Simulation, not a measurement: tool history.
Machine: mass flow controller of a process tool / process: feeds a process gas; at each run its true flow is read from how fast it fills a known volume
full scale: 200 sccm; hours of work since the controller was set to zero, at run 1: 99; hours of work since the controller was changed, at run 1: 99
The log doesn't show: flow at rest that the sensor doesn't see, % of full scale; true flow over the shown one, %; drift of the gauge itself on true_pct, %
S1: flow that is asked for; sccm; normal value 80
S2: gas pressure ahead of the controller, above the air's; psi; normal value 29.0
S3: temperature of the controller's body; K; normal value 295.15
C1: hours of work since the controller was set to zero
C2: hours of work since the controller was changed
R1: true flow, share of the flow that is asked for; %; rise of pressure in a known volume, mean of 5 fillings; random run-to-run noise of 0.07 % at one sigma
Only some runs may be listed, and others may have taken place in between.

{"run": 1, "day": 0.0, "S1": 80, "S2": 29.0, "S3": 295.15, "C1": 99, "C2": 99, "R1": 98.81}
{"run": 2, "day": 3.95, "S1": 80, "S2": 29.0, "S3": 295.15, "C1": 172, "C2": 172, "R1": 98.66}
{"run": 3, "day": 9.575, "S1": 144, "S2": 29.0, "S3": 295.15, "C1": 275, "C2": 275, "R1": 99.21}
{"run": 4, "day": 15.375, "S1": 80, "S2": 29.0, "S3": 295.15, "C1": 381, "C2": 381, "R1": 98.51}
{"run": 5, "day": 18.65, "S1": 80, "S2": 25.8, "S3": 295.15, "C1": 440, "C2": 440, "R1": 98.47}
{"run": 6, "day": 24.317, "S1": 80, "S2": 32.8, "S3": 295.15, "C1": 544, "C2": 544, "R1": 98.76}
{"run": 7, "day": 27.7, "S1": 80, "S2": 29.0, "S3": 295.15, "C1": 606, "C2": 606, "R1": 98.5}
{"run": 8, "day": 31.542, "S1": 80, "S2": 20.6, "S3": 295.15, "C1": 676, "C2": 676, "R1": 98.28}
{"run": 9, "day": 35.004, "S1": 80, "S2": 20.6, "S3": 295.15, "C1": 739, "C2": 739, "R1": 98.22}
{"run": 10, "day": 38.608, "S1": 80, "S2": 20.6, "S3": 295.15, "C1": 805, "C2": 805, "R1": 98.08}
{"run": 11, "day": 42.446, "S1": 80, "S2": 29.0, "S3": 294.15, "C1": 875, "C2": 875, "R1": 98.4}
{"run": 12, "day": 47.221, "S1": 80, "S2": 29.0, "S3": 294.15, "C1": 963, "C2": 963, "R1": 98.32}
{"run": 13, "day": 52.767, "S1": 80, "S2": 29.0, "S3": 294.15, "C1": 1064, "C2": 1064, "R1": 98.35}
{"run": 14, "day": 57.512, "S1": 80, "S2": 29.0, "S3": 295.15, "C1": 1151, "C2": 1151, "R1": 98.26}
{"run": 15, "day": 60.238, "S1": 81, "S2": 29.0, "S3": 295.15, "C1": 1201, "C2": 1201, "R1": 98.21}
{"run": 16, "day": 65.521, "S1": 80, "S2": 29.0, "S3": 295.15, "C1": 1297, "C2": 1297, "R1": 98.28}
{"run": 17, "day": 70.121, "S1": 80, "S2": 29.0, "S3": 295.15, "C1": 1381, "C2": 1381, "R1": 98.25}
{"run": 18, "day": 76.312, "S1": 80, "S2": 29.0, "S3": 295.15, "C1": 1494, "C2": 1494, "R1": 98.15}
{"day": 80.6, "done": "gauge calibrated"}
{"run": 19, "day": 80.688, "S1": 22, "S2": 20.7, "S3": 307.15, "C1": 1574, "C2": 1574, "R1": 99.02}
{"run": 20, "day": 85.679, "S1": 169, "S2": 40.2, "S3": 311.15, "C1": 1666, "C2": 1666, "R1": 101.03}
{"run": 21, "day": 91.104, "S1": 125, "S2": 20.5, "S3": 312.15, "C1": 1765, "C2": 1765, "R1": 100.23}
{"run": 22, "day": 95.688, "S1": 125, "S2": 20.5, "S3": 312.15, "C1": 1849, "C2": 1849, "R1": 100.33}

For run 23, what comes out?
{"run": 23, "day": 101.758, "S1": 80, "S2": 29.0, "S3": 300.15, "C1": 1959, "C2": 1959, "R1": "?"}

{"run 23": {"R1": 98.92}}
Had the tool carried no hidden state, the very same run would have given R1 99.07 %.

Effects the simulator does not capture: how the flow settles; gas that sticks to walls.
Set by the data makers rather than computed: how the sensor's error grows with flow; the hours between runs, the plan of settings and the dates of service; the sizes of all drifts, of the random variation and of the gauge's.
